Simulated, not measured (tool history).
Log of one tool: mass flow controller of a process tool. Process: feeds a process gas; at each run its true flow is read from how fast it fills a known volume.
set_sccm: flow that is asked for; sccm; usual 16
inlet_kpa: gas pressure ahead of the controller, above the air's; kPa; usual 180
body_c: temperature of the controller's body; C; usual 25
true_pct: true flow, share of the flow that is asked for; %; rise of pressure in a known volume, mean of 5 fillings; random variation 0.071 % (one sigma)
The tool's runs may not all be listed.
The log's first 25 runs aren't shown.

run     day  set_sccm  inlet_kpa  body_c  true_pct
 26  67.567         4        278      26     98.82
 27  70.021         4        278      26     98.97
 28  71.646         3        159      33     99.86
 29  74.242        18        161      35    100.46
 30  76.033         8        242      28     99.42
 31  77.958         5        153      25     99.71
 32  79.708        13        167      29    100.09
 33  82.267         8        190      29     99.59
 34  84.767         8        190      29     99.67
 35  86.417        16        211      25     99.75
 36  88.679        16        211      25     99.74

3 ways to go on from here, each from the tool as it stands after run 36. What would each give?
  A  91.958        16        211      33         ?
  B  91.958         2        186      38         ?
  C  91.958        16        176      30         ?

run  true_pct
  A       100
  B     99.78
  C    100.09
Without the tool's hidden state the same runs would have given:
run  true_pct
  A     99.99
  B     99.79
  C    100.08

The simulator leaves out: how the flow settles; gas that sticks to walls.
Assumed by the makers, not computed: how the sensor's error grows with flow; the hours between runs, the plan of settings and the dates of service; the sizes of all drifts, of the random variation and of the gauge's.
